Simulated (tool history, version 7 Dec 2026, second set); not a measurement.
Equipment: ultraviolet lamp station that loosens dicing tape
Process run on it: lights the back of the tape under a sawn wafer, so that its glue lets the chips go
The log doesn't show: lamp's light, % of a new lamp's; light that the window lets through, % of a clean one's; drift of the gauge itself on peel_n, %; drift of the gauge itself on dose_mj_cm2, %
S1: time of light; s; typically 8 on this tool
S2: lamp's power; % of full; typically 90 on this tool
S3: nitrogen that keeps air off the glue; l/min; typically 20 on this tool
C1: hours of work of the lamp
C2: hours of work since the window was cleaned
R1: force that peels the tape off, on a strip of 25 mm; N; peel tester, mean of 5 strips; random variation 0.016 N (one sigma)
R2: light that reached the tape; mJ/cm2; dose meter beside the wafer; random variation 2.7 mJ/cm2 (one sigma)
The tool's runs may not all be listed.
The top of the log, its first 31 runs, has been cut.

run	hour	S1	S2	S3	C1	C2	R1	R2
# hour 2101.1: window cleaned of glue's vapour
32	2112.1	13	100	20	1473	5	0.421	472
33	2189.2	7	67	20	1506	37	2.627	166
34	2260.5	5	74	20	1536	68	3.463	127
35	2313.1	9	62	13	1559	90	2.740	189
36	2405.1	9	62	19	1598	129	2.537	181
37	2501.9	13	80	16	1639	171	1.121	322
38	2552.3	5	98	23	1660	192	2.905	145
# hour 2625.9: window cleaned of glue's vapour
39	2647.5	5	98	14	1701	9	3.105	168
40	2693.0	10	90	38	1720	29	0.719	308
41	2761.7	10	90	38	1749	58	0.741	301
42	2813.9	8	91	20	1772	80	1.679	235

Forecast each of these 3 alternatives for the next run:
A	2904.0	11	70	20	1810	118	?	?
B	2904.0	8	82	20	1810	118	?	?
C	2904.0	5	68	20	1810	118	?	?

run	R1	R2
A	1.654	238
B	2.139	202
C	4.121	106
The same runs, with their run-to-run variation unchanged, on a tool lacking any hidden condition would have given:
run	R1	R2
A	0.663	387
B	0.938	329
C	2.598	172

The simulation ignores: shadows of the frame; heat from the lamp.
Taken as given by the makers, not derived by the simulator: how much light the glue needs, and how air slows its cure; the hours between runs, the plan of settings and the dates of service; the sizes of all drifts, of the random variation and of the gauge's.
